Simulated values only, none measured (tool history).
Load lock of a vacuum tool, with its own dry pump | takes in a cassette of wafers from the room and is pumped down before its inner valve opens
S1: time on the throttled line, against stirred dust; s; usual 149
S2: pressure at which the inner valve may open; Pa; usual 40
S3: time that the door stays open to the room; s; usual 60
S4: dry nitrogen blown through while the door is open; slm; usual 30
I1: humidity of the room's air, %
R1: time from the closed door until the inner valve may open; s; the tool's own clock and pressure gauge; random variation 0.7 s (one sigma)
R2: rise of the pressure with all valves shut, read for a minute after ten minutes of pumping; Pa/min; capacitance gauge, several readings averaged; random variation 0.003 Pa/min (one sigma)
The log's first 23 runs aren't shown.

run 24 day=302.3 | S1=228 S2=71 S3=36 S4=30 | I1=44.7 | R1=266.2 R2=0.036
run 25 day=313.633 | S1=228 S2=71 S3=36 S4=30 | I1=45.9 | R1=263.8 R2=0.043
run 26 day=328.012 | S1=228 S2=71 S3=36 S4=30 | I1=43.9 | R1=266.5 R2=0.058
run 27 day=339.725 | S1=183 S2=71 S3=99 S4=7 | I1=44.1 | R1=226.8 R2=0.107
run 28 day=352.083 | S1=149 S2=35 S3=105 S4=30 | I1=42.9 | R1=204.2 R2=0.092
run 29 day=366.579 | S1=149 S2=37 S3=105 S4=4 | I1=44.8 | R1=204.3 R2=0.16
run 30 day=381.917 | S1=149 S2=78 S3=105 S4=6 | I1=42.8 | R1=195.1 R2=0.172
run 31 day=391.475 | S1=149 S2=78 S3=105 S4=6 | I1=45.2 | R1=196.5 R2=0.202
run 32 day=406.588 | S1=84 S2=28 S3=117 S4=17 | I1=43.2 | R1=150.8 R2=0.201
run 33 day=416.058 | S1=90 S2=53 S3=142 S4=13 | I1=46.3 | R1=149.9 R2=0.234
run 34 day=430.633 | S1=149 S2=40 S3=141 S4=30 | I1=43.1 | R1=203.3 R2=0.245
run 35 day=445.546 | S1=149 S2=39 S3=199 S4=30 | I1=44.4 | R1=203.7 R2=0.283
run 36 day=463.558 | S1=149 S2=40 S3=149 S4=30 | I1=44.3 | R1=203.2 R2=0.326
-- day=474.888 door's seal changed, seat wiped
run 37 day=478.071 | S1=149 S2=40 S3=149 S4=30 | I1=42.9 | R1=204.3 R2=0.028
run 38 day=490.679 | S1=149 S2=36 S3=56 S4=8 | I1=45.4 | R1=205.9 R2=0.055

3 ways to go on from here, each from the tool as it stands after run 38. What would each give?
run A day=498.658 | S1=153 S2=43 S3=56 S4=8 | I1=44.5 | R1=? R2=?
run B day=498.658 | S1=104 S2=40 S3=60 S4=19 | I1=43.7 | R1=? R2=?
run C day=498.658 | S1=149 S2=36 S3=53 S4=8 | I1=41.4 | R1=? R2=?

run=A R1=208.3 R2=0.061
run=B R1=165.7 R2=0.041
run=C R1=206.1 R2=0.057
Without the tool's hidden state the same runs would have given:
run=A R1=204 R2=0.046
run=B R1=160.8 R2=0.027
run=C R1=201.4 R2=0.042
